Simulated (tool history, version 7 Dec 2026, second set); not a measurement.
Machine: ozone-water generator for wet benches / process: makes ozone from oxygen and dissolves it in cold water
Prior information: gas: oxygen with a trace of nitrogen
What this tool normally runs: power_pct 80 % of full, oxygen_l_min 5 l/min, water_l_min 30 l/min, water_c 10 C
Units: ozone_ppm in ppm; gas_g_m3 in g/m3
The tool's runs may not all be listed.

Run 1, hour 0: usual settings. Result: ozone_ppm 15.4 ppm, gas_g_m3 180.2 g/m3.
Run 2, hour 159.3: usual settings. Result: ozone_ppm 15.4 ppm, gas_g_m3 179.4 g/m3.
Run 3, hour 327.5: usual settings. Result: ozone_ppm 15.2 ppm, gas_g_m3 179.3 g/m3.
Run 4, hour 422.4: usual settings but water_l_min 26 l/min. Result: ozone_ppm 17.8 ppm, gas_g_m3 177.1 g/m3.
Run 5, hour 512.7: usual settings but water_l_min 26 l/min. Result: ozone_ppm 17.6 ppm, gas_g_m3 178.7 g/m3.
Run 6, hour 641.4: usual settings but water_l_min 26 l/min. Result: ozone_ppm 17.4 ppm, gas_g_m3 176 g/m3.
Run 7, hour 797.6: usual settings but power_pct 51 % of full. Result: ozone_ppm 11.4 ppm, gas_g_m3 134.2 g/m3.
Run 8, hour 979.6: usual settings but power_pct 51 % of full. Result: ozone_ppm 11.4 ppm, gas_g_m3 134.1 g/m3.
Run 9, hour 1091.3: usual settings. Result: ozone_ppm 14.9 ppm, gas_g_m3 176.1 g/m3.
Run 10, hour 1289.9: usual settings but water_c 8 C. Result: ozone_ppm 15.1 ppm, gas_g_m3 176.6 g/m3.
At hour 1299.3: water thermometer calibrated.
Run 11, hour 1383.8: usual settings but power_pct 82 % of full, water_c 8 C. Result: ozone_ppm 15.6 ppm, gas_g_m3 177.4 g/m3.
Run 12, hour 1512.4: usual settings. Result: ozone_ppm 15 ppm, gas_g_m3 176.7 g/m3.
Run 13, hour 1697.7: usual settings but power_pct 71 % of full, water_c 13 C. Result: ozone_ppm 13.6 ppm, gas_g_m3 163.3 g/m3.
Run 14, hour 1892.3: usual settings but power_pct 71 % of full, oxygen_l_min 8.95 l/min, water_c 12 C. Result: ozone_ppm 14.4 ppm, gas_g_m3 119.1 g/m3.
At hour 2060.3: water thermometer calibrated, once more.
Run 15, hour 2068.2: usual settings but power_pct 71 % of full, oxygen_l_min 8.95 l/min, water_c 12 C. Result: ozone_ppm 14.3 ppm, gas_g_m3 117.9 g/m3.
Run 16, hour 2241.9: usual settings but power_pct 71 % of full, oxygen_l_min 7.14 l/min, water_c 11 C. Result: ozone_ppm 14.2 ppm, gas_g_m3 133.8 g/m3.
Run 17, hour 2410.6: usual settings but power_pct 50 % of full, oxygen_l_min 3.13 l/min. Result: ozone_ppm 9.7 ppm, gas_g_m3 164.8 g/m3.
Run 18, hour 2594.7: usual settings but power_pct 50 % of full, oxygen_l_min 3.13 l/min. Result: ozone_ppm 9.8 ppm, gas_g_m3 164.6 g/m3.
Run 19, hour 2776.3: usual settings but power_pct 50 % of full, oxygen_l_min 3.13 l/min. Result: ozone_ppm 9.6 ppm, gas_g_m3 165.2 g/m3.
Run 20, hour 2932.8: usual settings but power_pct 50 % of full, oxygen_l_min 3.13 l/min. Result: ozone_ppm 9.8 ppm, gas_g_m3 162.5 g/m3.
Run 21, hour 3065.8: usual settings but power_pct 83 % of full, oxygen_l_min 2.64 l/min. Result: ozone_ppm 12.5 ppm, gas_g_m3 241.4 g/m3.
Run 22, hour 3206.2: usual settings but power_pct 48 % of full, oxygen_l_min 3.47 l/min. Result: ozone_ppm 9.6 ppm, gas_g_m3 149.8 g/m3.
Run 23, hour 3313.8: usual settings but oxygen_l_min 8.92 l/min, water_l_min 19 l/min, water_c 8 C. Result: ozone_ppm 23.6 ppm, gas_g_m3 126.5 g/m3.
Run 24, hour 3441.5: usual settings but power_pct 57 % of full, oxygen_l_min 4.37 l/min, water_l_min 19 l/min, water_c 8 C. Result: ozone_ppm 18.4 ppm, gas_g_m3 147 g/m3.

How would selected steps in ozone_ppm from run to run divide? Give the signed amount a tool lacking its hidden state would still show from settings, what came in and random variation, and the signed amount left for the hidden state, including any gauge scatter that is not in both of the compared results.
The tool's hidden condition here consists of: yield of the discharge, % of new electrodes'; contactor's efficiency, % of a clean one's; true water temperature over the reading, C; drift of the gauge itself on ozone_ppm, %; drift of the gauge itself on gas_g_m3, %.
Run 6 -> 7: power_pct 80 -> 51, water_l_min 26 -> 30. ozone_ppm -6 ppm: hidden state +0.6, all else -6.6.
Run 22 -> 23: power_pct 48 -> 80, oxygen_l_min 3.47 -> 8.92, water_l_min 30 -> 19, water_c 10 -> 8. ozone_ppm +14 ppm: hidden state -2.1, all else +16.1.
Run 23 -> 24: power_pct 80 -> 57, oxygen_l_min 8.92 -> 4.37. ozone_ppm -5.2 ppm: hidden state +1, all else -6.2.

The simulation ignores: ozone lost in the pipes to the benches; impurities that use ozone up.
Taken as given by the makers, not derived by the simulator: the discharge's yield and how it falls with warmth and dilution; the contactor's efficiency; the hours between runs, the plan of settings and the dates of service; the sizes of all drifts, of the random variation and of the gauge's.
